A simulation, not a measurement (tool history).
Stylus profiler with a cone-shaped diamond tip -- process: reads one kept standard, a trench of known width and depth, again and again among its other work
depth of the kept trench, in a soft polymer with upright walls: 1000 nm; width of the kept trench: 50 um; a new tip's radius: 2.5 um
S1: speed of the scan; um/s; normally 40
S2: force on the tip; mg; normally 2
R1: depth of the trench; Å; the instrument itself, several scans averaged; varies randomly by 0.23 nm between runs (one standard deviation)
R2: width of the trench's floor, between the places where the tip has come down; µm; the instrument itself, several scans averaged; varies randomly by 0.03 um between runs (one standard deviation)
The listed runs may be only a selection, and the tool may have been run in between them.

Run 1, hour 0: usual settings. Result: R1 10097.1 Å, R2 44.74 µm.
Run 2, hour 71.4: usual settings but S1 96 um/s. Result: R1 10098.5 Å, R2 44.47 µm.
Run 3, hour 128.3: usual settings but S1 96 um/s. Result: R1 10100.4 Å, R2 44.33 µm.
Run 4, hour 177.6: usual settings. Result: R1 10100.8 Å, R2 44.33 µm.
Run 5, hour 218: usual settings. Result: R1 10107.9 Å, R2 44.33 µm.
Run 6, hour 293.1: usual settings. Result: R1 10111.4 Å, R2 44.19 µm.
Run 7, hour 373.6: usual settings. Result: R1 10113 Å, R2 44.07 µm.
Run 8, hour 461.1: usual settings but S2 5.66 mg. Result: R1 10199.2 Å, R2 43.84 µm.
Run 9, hour 502.1: usual settings but S2 5.66 mg. Result: R1 10200.2 Å, R2 43.79 µm.
At hour 508.2: height scale calibrated on a step standard.
Run 10, hour 572.2: usual settings but S2 5.66 mg. Result: R1 10220.7 Å, R2 43.63 µm.

Run 11, settings as shown, results not yet in. Your forecast:
Run 11, hour 633.7: usual settings but S1 112 um/s, S2 2.06 mg. Result: R1 ?, R2 ?.

Run 11 gave R1 10136 Å, R2 43.34 µm.
With the hidden condition absent and the run-to-run variation left alone, this run would have shown R1 10083.1 Å, R2 45.68 µm.

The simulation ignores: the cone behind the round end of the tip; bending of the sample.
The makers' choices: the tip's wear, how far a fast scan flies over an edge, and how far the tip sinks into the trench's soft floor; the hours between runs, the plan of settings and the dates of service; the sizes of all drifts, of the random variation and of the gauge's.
